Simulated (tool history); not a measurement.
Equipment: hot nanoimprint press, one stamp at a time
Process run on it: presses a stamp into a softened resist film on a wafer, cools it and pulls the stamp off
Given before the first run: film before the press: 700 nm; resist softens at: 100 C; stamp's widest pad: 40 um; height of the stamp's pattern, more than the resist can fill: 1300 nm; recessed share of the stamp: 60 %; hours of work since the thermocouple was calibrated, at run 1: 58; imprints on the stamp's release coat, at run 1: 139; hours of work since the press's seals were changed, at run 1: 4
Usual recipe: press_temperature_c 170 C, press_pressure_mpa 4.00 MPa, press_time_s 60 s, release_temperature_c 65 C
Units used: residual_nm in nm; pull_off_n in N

run     day  press_temperature_c  press_pressure_mpa  press_time_s  release_temperature_c  hours of work since the thermocouple was calibrated  imprints on the stamp's release coat  hours of work since the press's seals were changed  residual_nm  pull_off_n
  1   0.000                  170                4.00            60                     65                                                   58                                   139                                                   4        383.3         168
  2   0.438                  170                4.00            60                     65                                                   63                                   165                                                  10        383.9         170
  3   1.254                  170                4.00            60                     65                                                   74                                   213                                                  20        379.1         173
  4   1.929                  170                4.00            60                     65                                                   82                                   253                                                  29        382.1         175
  5   2.288                  170                4.00            60                     65                                                   87                                   274                                                  33        383.6         175
  6   2.825                  170                4.00            60                     65                                                   93                                   306                                                  40        386.7         184
  7   3.404                  170                4.00            60                     65                                                  101                                   340                                                  47        387.3         181
  8   4.083                  170                4.00            60                     65                                                  109                                   380                                                  56        385.1         189
  9   4.671                  170                4.00            45                     65                                                  117                                   414                                                  63        418.3         196
      4.833  -- plate thermocouple calibrated
 10   5.125                  170                4.00            60                     65                                                    4                                   434                                                  68        390.9         190
 11   5.562                  170                4.00            60                     65                                                    9                                   459                                                  73        390.3         197
 12   6.200                  170                4.00            60                     65                                                   17                                   497                                                  81        389.6         194
 13   6.646                  169                4.00            60                     65                                                   23                                   523                                                  87        402.4         198
 14   7.079                  169                4.00            60                     65                                                   28                                   548                                                  92        406.4         197
 15   7.671                  170                4.00            60                     65                                                   36                                   583                                                 100        393.6         196
 16   8.271                  170                4.00            60                     65                                                   43                                   619                                                 107        392.8         199
      8.625  -- plate thermocouple calibrated, once more
 17   8.758                  182                2.40            60                     60                                                    2                                   640                                                 112        340.1         214
 18   9.479                  170                3.27           100                     67                                                   11                                   682                                                 121        363.5         195
 19   9.917                  162                2.54            60                     65                                                   16                                   708                                                 127        572.8         212
 20  10.725                  170                4.00            60                     53                                                   27                                   756                                                 137        381.6         252
 21  11.292                  180                4.00            66                     51                                                   34                                   789                                                 144        264.8         256
 22  11.917                  173                4.21            62                     52                                                   42                                   826                                                 152        335.0         254
 23  12.304                  165                4.21            43                     53                                                   47                                   849                                                 157        477.3         255
 24  12.721                  165                4.21            43                     53                                                   52                                   873                                                 162        484.7         272
 25  13.104                  165                3.52            67                     53                                                   57                                   896                                                 167        462.4         260
 26  13.912                  177                4.00            60                     56                                                   67                                   943                                                 177        305.3         261
 27  14.433                  177                4.57            60                     70                                                   73                                   974                                                 184        280.1         209
 28  15.004                  168                3.54            40                     72                                                   81                                  1008                                                 191        483.9         210
 29  15.550                  168                3.54            40                     72                                                   88                                  1040                                                 198        483.4         213

Each row is a separate what-if for the run after 29, all from the same tool condition, not one after another. Results?
  A  15.933                  180                6.39           110                     65                                                   92                                  1062                                                 203            ?           ?
  B  15.933                  160                4.00            47                     59                                                   92                                  1062                                                 203            ?           ?
  C  15.933                  170                4.00            51                     65                                                   92                                  1062                                                 203            ?           ?
  D  15.933                  165                2.60            40                     60                                                   92                                  1062                                                 203            ?           ?

run  residual_nm  pull_off_n
  A        169.4         236
  B        553.4         255
  C        407.3         240
  D        577.1         247
Without the tool's hidden state the same runs would have given:
run  residual_nm  pull_off_n
  A        165.6         159
  B        547.0         172
  C        400.6         162
  D        572.1         167
